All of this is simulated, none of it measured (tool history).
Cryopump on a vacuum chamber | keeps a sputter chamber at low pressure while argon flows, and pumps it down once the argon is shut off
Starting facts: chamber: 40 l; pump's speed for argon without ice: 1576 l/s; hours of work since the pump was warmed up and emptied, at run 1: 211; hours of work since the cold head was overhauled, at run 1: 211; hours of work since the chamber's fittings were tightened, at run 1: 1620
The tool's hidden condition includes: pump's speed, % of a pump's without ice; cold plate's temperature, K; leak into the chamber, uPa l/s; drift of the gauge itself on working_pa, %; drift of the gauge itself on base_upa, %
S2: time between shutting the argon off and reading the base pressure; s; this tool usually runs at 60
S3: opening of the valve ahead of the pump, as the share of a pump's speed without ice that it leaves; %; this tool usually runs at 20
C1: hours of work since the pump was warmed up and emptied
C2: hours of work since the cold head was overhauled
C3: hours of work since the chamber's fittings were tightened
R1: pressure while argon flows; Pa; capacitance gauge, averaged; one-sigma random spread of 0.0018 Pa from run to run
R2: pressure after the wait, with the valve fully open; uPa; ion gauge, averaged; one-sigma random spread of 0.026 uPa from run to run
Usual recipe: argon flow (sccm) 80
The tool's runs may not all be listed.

run 1 hour=0 | argon_flow_(sccm)=80 S2=60 S3=20 | C1=211 C2=211 C3=1620 | R1=0.4333 R2=3.18
run 2 hour=15.3 | argon_flow_(sccm)=80 S2=119 S3=20 | C1=217 C2=217 C3=1627 | R1=0.431 R2=2.75
run 3 hour=28.6 | argon_flow_(sccm)=80 S2=119 S3=20 | C1=223 C2=223 C3=1632 | R1=0.4337 R2=2.74
run 4 hour=42 | argon_flow_(sccm)=80 S2=60 S3=20 | C1=229 C2=229 C3=1638 | R1=0.4323 R2=3.21
run 5 hour=56.2 | argon_flow_(sccm)=149 S2=60 S3=20 | C1=235 C2=235 C3=1644 | R1=0.8063 R2=3.2
run 6 hour=69.3 | argon_flow_(sccm)=80 S2=283 S3=20 | C1=241 C2=241 C3=1650 | R1=0.4325 R2=2.48
run 7 hour=80.7 | argon_flow_(sccm)=80 S2=283 S3=20 | C1=246 C2=246 C3=1655 | R1=0.4324 R2=2.55
run 8 hour=91.3 | argon_flow_(sccm)=80 S2=60 S3=20 | C1=250 C2=250 C3=1660 | R1=0.4366 R2=3.18
run 9 hour=111 | argon_flow_(sccm)=80 S2=60 S3=20 | C1=259 C2=259 C3=1668 | R1=0.4352 R2=3.26
run 10 hour=121.4 | argon_flow_(sccm)=80 S2=60 S3=20 | C1=263 C2=263 C3=1673 | R1=0.4366 R2=3.27
run 11 hour=132.1 | argon_flow_(sccm)=80 S2=60 S3=20 | C1=268 C2=268 C3=1677 | R1=0.4369 R2=3.36
run 12 hour=145.4 | argon_flow_(sccm)=80 S2=60 S3=20 | C1=274 C2=274 C3=1683 | R1=0.4331 R2=3.35
run 13 hour=160.7 | argon_flow_(sccm)=80 S2=60 S3=20 | C1=280 C2=280 C3=1690 | R1=0.4371 R2=3.31
run 14 hour=172.5 | argon_flow_(sccm)=80 S2=60 S3=43 | C1=285 C2=285 C3=1695 | R1=0.207 R2=3.36
run 15 hour=188.5 | argon_flow_(sccm)=80 S2=60 S3=43 | C1=292 C2=292 C3=1702 | R1=0.207 R2=3.32
run 16 hour=206.8 | argon_flow_(sccm)=80 S2=60 S3=43 | C1=300 C2=300 C3=1710 | R1=0.2057 R2=3.34
run 17 hour=223.3 | argon_flow_(sccm)=80 S2=60 S3=43 | C1=307 C2=307 C3=1717 | R1=0.2089 R2=3.41
run 18 hour=235.9 | argon_flow_(sccm)=42 S2=60 S3=18 | C1=313 C2=313 C3=1722 | R1=0.255 R2=3.39
run 19 hour=249.5 | argon_flow_(sccm)=121 S2=26 S3=25 | C1=319 C2=319 C3=1728 | R1=0.5306 R2=4.52
run 20 hour=264.4 | argon_flow_(sccm)=48 S2=44 S3=30 | C1=325 C2=325 C3=1734 | R1=0.1751 R2=3.75
run 21 hour=282 | argon_flow_(sccm)=54 S2=76 S3=51 | C1=333 C2=333 C3=1742 | R1=0.1192 R2=3.28
run 22 hour=295.4 | argon_flow_(sccm)=54 S2=76 S3=51 | C1=339 C2=339 C3=1748 | R1=0.119 R2=3.24
run 23 hour=314.2 | argon_flow_(sccm)=105 S2=60 S3=22 | C1=347 C2=347 C3=1756 | R1=0.5203 R2=3.45
run 24 hour=324 | argon_flow_(sccm)=62 S2=60 S3=51 | C1=351 C2=351 C3=1760 | R1=0.1367 R2=3.37
run 25 hour=336.9 | argon_flow_(sccm)=62 S2=66 S3=42 | C1=357 C2=357 C3=1766 | R1=0.1644 R2=3.28
run 26 hour=353.1 | argon_flow_(sccm)=62 S2=66 S3=51 | C1=364 C2=364 C3=1773 | R1=0.1375 R2=3.52
run 27 hour=364.4 | argon_flow_(sccm)=34 S2=113 S3=28 | C1=369 C2=369 C3=1778 | R1=0.1341 R2=3.11
run 28 hour=379.6 | argon_flow_(sccm)=80 S2=55 S3=45 | C1=375 C2=375 C3=1784 | R1=0.1999 R2=3.55
run 29 hour=390.3 | argon_flow_(sccm)=135 S2=57 S3=27 | C1=380 C2=380 C3=1789 | R1=0.5538 R2=3.59
run 30 hour=399 | argon_flow_(sccm)=80 S2=152 S3=47 | C1=383 C2=383 C3=1793 | R1=0.1916 R2=2.96
run 31 hour=412.7 | argon_flow_(sccm)=80 S2=152 S3=47 | C1=389 C2=389 C3=1799 | R1=0.1913 R2=3.02
run 32 hour=424.3 | argon_flow_(sccm)=80 S2=152 S3=47 | C1=394 C2=394 C3=1804 | R1=0.193 R2=3
run 33 hour=442.6 | argon_flow_(sccm)=153 S2=60 S3=36 | C1=402 C2=402 C3=1812 | R1=0.4737 R2=3.49
run 34 hour=463.4 | argon_flow_(sccm)=42 S2=93 S3=41 | C1=411 C2=411 C3=1821 | R1=0.1158 R2=3.27

Predict each of these 3 candidate next runs independently; none follows another, all start after run 34:
run A hour=473.3 | argon_flow_(sccm)=159 S2=74 S3=41 | C1=416 C2=416 C3=1825 | R1=? R2=?
run B hour=473.3 | argon_flow_(sccm)=41 S2=93 S3=41 | C1=416 C2=416 C3=1825 | R1=? R2=?
run C hour=473.3 | argon_flow_(sccm)=77 S2=93 S3=41 | C1=416 C2=416 C3=1825 | R1=? R2=?

run=A R1=0.4343 R2=3.45
run=B R1=0.1127 R2=3.27
run=C R1=0.2105 R2=3.18
What these runs would have given with no unlogged condition in the tool:
run=A R1=0.4147 R2=0.94
run=B R1=0.1077 R2=0.76
run=C R1=0.201 R2=0.76
